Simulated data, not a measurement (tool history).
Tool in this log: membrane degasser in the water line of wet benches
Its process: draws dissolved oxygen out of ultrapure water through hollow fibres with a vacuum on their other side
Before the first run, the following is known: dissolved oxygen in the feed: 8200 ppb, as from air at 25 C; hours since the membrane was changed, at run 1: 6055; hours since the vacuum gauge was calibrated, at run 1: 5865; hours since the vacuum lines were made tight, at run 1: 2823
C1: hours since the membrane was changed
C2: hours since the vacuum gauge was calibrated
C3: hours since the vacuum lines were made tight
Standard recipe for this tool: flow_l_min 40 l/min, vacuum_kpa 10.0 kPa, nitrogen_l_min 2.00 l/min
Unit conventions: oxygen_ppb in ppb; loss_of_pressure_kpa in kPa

{"run": 1, "day": 0.0, "flow_l_min": 40, "vacuum_kpa": 10.0, "nitrogen_l_min": 2.0, "C1": 6055, "C2": 5865, "C3": 2823, "oxygen_ppb": 301.6, "loss_of_pressure_kpa": 41.8}
{"run": 2, "day": 6.438, "flow_l_min": 40, "vacuum_kpa": 10.0, "nitrogen_l_min": 2.0, "C1": 6210, "C2": 6019, "C3": 2978, "oxygen_ppb": 300.4, "loss_of_pressure_kpa": 41.72}
{"run": 3, "day": 10.017, "flow_l_min": 40, "vacuum_kpa": 10.0, "nitrogen_l_min": 2.0, "C1": 6296, "C2": 6105, "C3": 3064, "oxygen_ppb": 299.1, "loss_of_pressure_kpa": 41.73}
{"run": 4, "day": 17.438, "flow_l_min": 47, "vacuum_kpa": 10.0, "nitrogen_l_min": 2.0, "C1": 6474, "C2": 6283, "C3": 3242, "oxygen_ppb": 345.9, "loss_of_pressure_kpa": 49.15}
{"run": 5, "day": 21.633, "flow_l_min": 47, "vacuum_kpa": 18.0, "nitrogen_l_min": 2.0, "C1": 6575, "C2": 6384, "C3": 3343, "oxygen_ppb": 700.6, "loss_of_pressure_kpa": 49.18}
{"run": 6, "day": 26.538, "flow_l_min": 45, "vacuum_kpa": 10.0, "nitrogen_l_min": 2.0, "C1": 6692, "C2": 6501, "C3": 3460, "oxygen_ppb": 332.4, "loss_of_pressure_kpa": 47.09}
{"run": 7, "day": 33.546, "flow_l_min": 45, "vacuum_kpa": 10.0, "nitrogen_l_min": 2.0, "C1": 6861, "C2": 6670, "C3": 3629, "oxygen_ppb": 334.8, "loss_of_pressure_kpa": 47.02}
{"run": 8, "day": 37.392, "flow_l_min": 40, "vacuum_kpa": 10.0, "nitrogen_l_min": 1.79, "C1": 6953, "C2": 6762, "C3": 3721, "oxygen_ppb": 331.1, "loss_of_pressure_kpa": 41.66}
{"run": 9, "day": 43.575, "flow_l_min": 40, "vacuum_kpa": 10.0, "nitrogen_l_min": 1.79, "C1": 7101, "C2": 6910, "C3": 3869, "oxygen_ppb": 325.2, "loss_of_pressure_kpa": 41.94}
{"run": 10, "day": 50.688, "flow_l_min": 40, "vacuum_kpa": 10.0, "nitrogen_l_min": 1.79, "C1": 7272, "C2": 7081, "C3": 4040, "oxygen_ppb": 322.5, "loss_of_pressure_kpa": 41.93}
{"run": 11, "day": 57.75, "flow_l_min": 40, "vacuum_kpa": 10.0, "nitrogen_l_min": 0.95, "C1": 7441, "C2": 7251, "C3": 4209, "oxygen_ppb": 541.4, "loss_of_pressure_kpa": 42.12}
{"run": 12, "day": 61.004, "flow_l_min": 54, "vacuum_kpa": 10.0, "nitrogen_l_min": 2.0, "C1": 7519, "C2": 7329, "C3": 4288, "oxygen_ppb": 399.5, "loss_of_pressure_kpa": 56.68}
{"run": 13, "day": 66.933, "flow_l_min": 41, "vacuum_kpa": 10.0, "nitrogen_l_min": 1.35, "C1": 7662, "C2": 7471, "C3": 4430, "oxygen_ppb": 422.1, "loss_of_pressure_kpa": 43.7}
{"run": 14, "day": 70.071, "flow_l_min": 40, "vacuum_kpa": 10.6, "nitrogen_l_min": 2.0, "C1": 7737, "C2": 7546, "C3": 4505, "oxygen_ppb": 327.5, "loss_of_pressure_kpa": 41.99}
{"day": 74.3, "done": "vacuum gauge calibrated"}
{"run": 15, "day": 76.958, "flow_l_min": 24, "vacuum_kpa": 8.8, "nitrogen_l_min": 2.0, "C1": 7902, "C2": 64, "C3": 4670, "oxygen_ppb": 154.5, "loss_of_pressure_kpa": 25.38}
{"run": 16, "day": 83.758, "flow_l_min": 52, "vacuum_kpa": 6.4, "nitrogen_l_min": 3.71, "C1": 8065, "C2": 227, "C3": 4833, "oxygen_ppb": 117.8, "loss_of_pressure_kpa": 54.9}

Branching from run 16: 4 alternative next runs. What would each branch give?
{"run": "A", "day": 90.721, "flow_l_min": 33, "vacuum_kpa": 6.4, "nitrogen_l_min": 5.11, "C1": 8232, "C2": 394, "C3": 5000, "oxygen_ppb": "?", "loss_of_pressure_kpa": "?"}
{"run": "B", "day": 90.721, "flow_l_min": 31, "vacuum_kpa": 6.4, "nitrogen_l_min": 3.71, "C1": 8232, "C2": 394, "C3": 5000, "oxygen_ppb": "?", "loss_of_pressure_kpa": "?"}
{"run": "C", "day": 90.721, "flow_l_min": 52, "vacuum_kpa": 14.2, "nitrogen_l_min": 3.71, "C1": 8232, "C2": 394, "C3": 5000, "oxygen_ppb": "?", "loss_of_pressure_kpa": "?"}
{"run": "D", "day": 90.721, "flow_l_min": 63, "vacuum_kpa": 7.9, "nitrogen_l_min": 2.93, "C1": 8232, "C2": 394, "C3": 5000, "oxygen_ppb": "?", "loss_of_pressure_kpa": "?"}

run=A oxygen_ppb=50.7 loss_of_pressure_kpa=34.80
run=B oxygen_ppb=63.1 loss_of_pressure_kpa=32.83
run=C oxygen_ppb=356.2 loss_of_pressure_kpa=54.84
run=D oxygen_ppb=254.5 loss_of_pressure_kpa=66.88
With no hidden state in the tool, these same runs would have given:
run=A oxygen_ppb=50.7 loss_of_pressure_kpa=34.41
run=B oxygen_ppb=63.1 loss_of_pressure_kpa=32.46
run=C oxygen_ppb=356.1 loss_of_pressure_kpa=54.22
run=D oxygen_ppb=254.3 loss_of_pressure_kpa=66.13

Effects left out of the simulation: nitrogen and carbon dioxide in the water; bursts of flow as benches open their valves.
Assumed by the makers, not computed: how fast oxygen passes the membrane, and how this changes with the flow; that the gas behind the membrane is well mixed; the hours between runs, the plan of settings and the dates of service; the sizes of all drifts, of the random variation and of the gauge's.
